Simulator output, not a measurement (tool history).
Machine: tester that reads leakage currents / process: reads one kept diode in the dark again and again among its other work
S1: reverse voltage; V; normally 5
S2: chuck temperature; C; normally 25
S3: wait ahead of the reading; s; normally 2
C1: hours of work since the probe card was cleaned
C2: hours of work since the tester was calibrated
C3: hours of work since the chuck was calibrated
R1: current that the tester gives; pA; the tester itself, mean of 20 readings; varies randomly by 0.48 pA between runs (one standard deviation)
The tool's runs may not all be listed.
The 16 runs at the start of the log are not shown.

| run | hour | S1 | S2 | S3 | C1 | C2 | C3 | R1 |
|---|---|---|---|---|---|---|---|---|
| 17 | 515.6 | 3.16 | 25 | 2 | 592 | 336 | 161 | 141.42 |
| 18 | 544.2 | 5 | 25 | 0.76 | 607 | 351 | 176 | 168.95 |
| 19 | 577.9 | 5 | 25 | 2 | 625 | 369 | 194 | 167.14 |
| 20 | 597.2 | 5 | 25 | 2 | 635 | 379 | 204 | 167.93 |
| 21 | 622.6 | 5 | 25 | 2 | 648 | 393 | 217 | 167.61 |
| 22 | 642.8 | 1.76 | 21 | 2 | 659 | 403 | 228 | 84.66 |
| 23 | 685.4 | 19.94 | 42 | 1.23 | 681 | 426 | 251 | 990.29 |
| 24 | 731 | 19.94 | 42 | 1.23 | 705 | 450 | 275 | 992.98 |
| 25 | 755.9 | 19.94 | 42 | 1.23 | 718 | 463 | 288 | 989.87 |
| 26 | 798.3 | 6.71 | 30 | 0.47 | 741 | 486 | 310 | 284.94 |
| 27 | 842.3 | 1.8 | 52 | 9.81 | 764 | 509 | 333 | 881.3 |
| 28 | 881.5 | 7.88 | 52 | 5.09 | 785 | 529 | 354 | 1459.46 |
| 29 | 923.2 | 5 | 50 | 2 | 807 | 551 | 376 | 1099.11 |
| 30 | 955.1 | 5 | 50 | 2 | 824 | 568 | 393 | 1095.53 |
| 31 | 985.6 | 19.43 | 31 | 2 | 840 | 584 | 409 | 453.48 |
| 32 | 1020.1 | 11.19 | 35 | 0.47 | 858 | 603 | 427 | 507.49 |
| 33 | 1040.2 | 3.06 | 25 | 2 | 868 | 613 | 438 | 149.14 |
| 34 | 1069.6 | 9.39 | 30 | 2 | 884 | 629 | 453 | 326.38 |
| 35 | 1110.7 | 5 | 25 | 5.93 | 906 | 650 | 475 | 177.47 |
| 36 | 1137 | 5 | 25 | 5.93 | 920 | 664 | 489 | 178.87 |
| 37 | 1176.2 | 5 | 25 | 5.93 | 940 | 685 | 510 | 178.63 |
| 38 | 1217.6 | 5 | 37 | 0.5 | 962 | 707 | 531 | 449.4 |
| 39 | 1239.2 | 16.76 | 25 | 4.32 | 974 | 718 | 543 | 280.93 |
| 40 | 1258.7 | 16.76 | 25 | 4.32 | 984 | 729 | 553 | 281.55 |
| 41 | 1284.5 | 16.76 | 58 | 4.63 | 997 | 742 | 567 | 2907.15 |

What if the next run were any one of these 3? Each begins from the tool's condition after run 41:
| A | 1305.5 | 5 | 43 | 2 | 1009 | 753 | 578 | ? |
| B | 1305.5 | 1.84 | 29 | 1.89 | 1009 | 753 | 578 | ? |
| C | 1305.5 | 3.02 | 36 | 0.32 | 1009 | 753 | 578 | ? |

| run | R1 |
|---|---|
| A | 696.71 |
| B | 174.34 |
| C | 355.15 |
What these runs would have given with no unlogged condition in the tool:
| run | R1 |
|---|---|
| A | 629.24 |
| B | 155.56 |
| C | 319.29 |

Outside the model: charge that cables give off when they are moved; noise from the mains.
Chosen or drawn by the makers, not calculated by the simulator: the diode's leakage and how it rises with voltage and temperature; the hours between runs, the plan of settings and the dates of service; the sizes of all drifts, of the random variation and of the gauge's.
